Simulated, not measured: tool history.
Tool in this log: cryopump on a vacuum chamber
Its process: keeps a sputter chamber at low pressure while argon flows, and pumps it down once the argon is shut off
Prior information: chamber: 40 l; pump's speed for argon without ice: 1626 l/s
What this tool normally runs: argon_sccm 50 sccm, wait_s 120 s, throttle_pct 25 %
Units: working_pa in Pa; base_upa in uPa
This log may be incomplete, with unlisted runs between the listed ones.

run   hour  argon_sccm  wait_s  throttle_pct  working_pa  base_upa
  1    0.0          50     120            25      0.2154      1.73
  2   48.2          50     120            25      0.2168      1.82
  3  112.6          37     120            25      0.1613      1.82
     147.5  -- pump warmed up, emptied and cooled again
  4  160.6          33     120            25      0.1380      1.72
  5  211.5          33     120            25      0.1381      1.77
  6  245.8          33     120            25      0.1395      1.77
  7  290.1          33     120            25      0.1381      1.76
  8  356.7          47     120            25      0.1982      1.81
  9  404.2          47     120            25      0.1989      1.85
 10  442.7          47      27            25      0.1995      3.97
 11  478.2          40      45            36      0.1194      2.81
 12  551.4          23     120            43      0.0583      1.94
     557.2  -- leaking fittings of the chamber tightened, without venting
 13  608.0          23     120            43      0.0584      0.89
 14  652.2          23      44            46      0.0546      2.00
 15  689.7          41      69            25      0.1766      1.36
 16  744.4          41     132            17      0.2592      0.90
 17  807.0          48     120            25      0.2065      0.96
 18  866.5          50     191            46      0.1210      0.78
 19  903.9          50     191            46      0.1233      0.80

Branching from run 19: 3 alternative next runs. What would each branch give?
     966.2  -- pump warmed up, emptied and cooled again
  A  969.3          36     155            28           ?         ?
     966.2  -- pump warmed up, emptied and cooled again
  B  969.3          50     191            40           ?         ?
     966.2  -- pump warmed up, emptied and cooled again
  C  969.3          33     179            25           ?         ?

run  working_pa  base_upa
  A      0.1344      0.87
  B      0.1316      0.78
  C      0.1379      0.80
Had the tool no hidden state, the same runs would have come out as:
run  working_pa  base_upa
  A      0.1333      0.68
  B      0.1300      0.59
  C      0.1368      0.62
